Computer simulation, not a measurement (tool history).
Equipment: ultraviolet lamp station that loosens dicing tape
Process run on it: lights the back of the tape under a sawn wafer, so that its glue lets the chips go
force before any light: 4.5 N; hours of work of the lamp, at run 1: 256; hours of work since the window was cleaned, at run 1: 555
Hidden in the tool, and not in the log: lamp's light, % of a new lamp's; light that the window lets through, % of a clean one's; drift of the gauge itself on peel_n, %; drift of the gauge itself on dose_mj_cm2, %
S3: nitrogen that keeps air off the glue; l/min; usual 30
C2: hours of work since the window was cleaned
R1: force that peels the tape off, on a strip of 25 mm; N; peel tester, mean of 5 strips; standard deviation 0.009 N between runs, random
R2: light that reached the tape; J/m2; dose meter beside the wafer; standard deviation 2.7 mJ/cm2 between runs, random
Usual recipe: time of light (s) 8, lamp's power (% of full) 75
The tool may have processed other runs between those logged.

{"run": 1, "hour": 0.0, "time of light (s)": 8, "lamp's power (% of full)": 75, "S3": 30, "hours of work of the lamp": 256, "C2": 555, "R1": 0.479, "R2": 3040}
{"run": 2, "hour": 18.5, "time of light (s)": 8, "lamp's power (% of full)": 75, "S3": 30, "hours of work of the lamp": 268, "C2": 567, "R1": 0.475, "R2": 3060}
{"run": 3, "hour": 55.4, "time of light (s)": 8, "lamp's power (% of full)": 75, "S3": 30, "hours of work of the lamp": 292, "C2": 591, "R1": 0.501, "R2": 3040}
{"run": 4, "hour": 81.6, "time of light (s)": 8, "lamp's power (% of full)": 96, "S3": 30, "hours of work of the lamp": 310, "C2": 608, "R1": 0.344, "R2": 3820}
{"run": 5, "hour": 102.6, "time of light (s)": 8, "lamp's power (% of full)": 75, "S3": 30, "hours of work of the lamp": 323, "C2": 622, "R1": 0.497, "R2": 2990}
{"hour": 115.8, "done": "window cleaned of glue's vapour"}
{"run": 6, "hour": 141.1, "time of light (s)": 8, "lamp's power (% of full)": 75, "S3": 30, "hours of work of the lamp": 348, "C2": 16, "R1": 0.42, "R2": 3230}
{"run": 7, "hour": 157.1, "time of light (s)": 8, "lamp's power (% of full)": 71, "S3": 30, "hours of work of the lamp": 359, "C2": 27, "R1": 0.488, "R2": 3040}
{"run": 8, "hour": 178.5, "time of light (s)": 8, "lamp's power (% of full)": 71, "S3": 30, "hours of work of the lamp": 373, "C2": 41, "R1": 0.476, "R2": 3000}
{"run": 9, "hour": 198.7, "time of light (s)": 15, "lamp's power (% of full)": 77, "S3": 35, "hours of work of the lamp": 386, "C2": 54, "R1": 0.217, "R2": 6100}
{"run": 10, "hour": 232.6, "time of light (s)": 15, "lamp's power (% of full)": 95, "S3": 35, "hours of work of the lamp": 408, "C2": 76, "R1": 0.197, "R2": 7550}
{"run": 11, "hour": 264.8, "time of light (s)": 5, "lamp's power (% of full)": 85, "S3": 19, "hours of work of the lamp": 429, "C2": 97, "R1": 1.019, "R2": 2240}
{"run": 12, "hour": 281.0, "time of light (s)": 5, "lamp's power (% of full)": 85, "S3": 19, "hours of work of the lamp": 440, "C2": 108, "R1": 0.998, "R2": 2240}
{"run": 13, "hour": 303.6, "time of light (s)": 5, "lamp's power (% of full)": 85, "S3": 19, "hours of work of the lamp": 454, "C2": 123, "R1": 1.063, "R2": 2220}
{"run": 14, "hour": 321.9, "time of light (s)": 5, "lamp's power (% of full)": 85, "S3": 19, "hours of work of the lamp": 466, "C2": 135, "R1": 1.048, "R2": 2200}
{"run": 15, "hour": 355.9, "time of light (s)": 5, "lamp's power (% of full)": 85, "S3": 19, "hours of work of the lamp": 488, "C2": 157, "R1": 1.045, "R2": 2140}
{"run": 16, "hour": 383.8, "time of light (s)": 7, "lamp's power (% of full)": 85, "S3": 10, "hours of work of the lamp": 507, "C2": 175, "R1": 0.982, "R2": 3020}

4 options for the next run, each taken on its own from the tool as it stands now. Forecast them:
{"run": "A", "hour": 408.8, "time of light (s)": 10, "lamp's power (% of full)": 75, "S3": 30, "hours of work of the lamp": 523, "C2": 191, "R1": "?", "R2": "?"}
{"run": "B", "hour": 408.8, "time of light (s)": 7, "lamp's power (% of full)": 72, "S3": 36, "hours of work of the lamp": 523, "C2": 191, "R1": "?", "R2": "?"}
{"run": "C", "hour": 408.8, "time of light (s)": 7, "lamp's power (% of full)": 65, "S3": 16, "hours of work of the lamp": 523, "C2": 191, "R1": "?", "R2": "?"}
{"run": "D", "hour": 408.8, "time of light (s)": 8, "lamp's power (% of full)": 70, "S3": 30, "hours of work of the lamp": 523, "C2": 191, "R1": "?", "R2": "?"}

run=A R1=0.331 R2=3850
run=B R1=0.598 R2=2520
run=C R1=1.093 R2=2290
run=D R1=0.559 R2=2800
The same runs, with their run-to-run variation unchanged, on a tool lacking any hidden condition would have given:
run=A R1=0.267 R2=4530
run=B R1=0.46 R2=2970
run=C R1=0.874 R2=2700
run=D R1=0.433 R2=3300
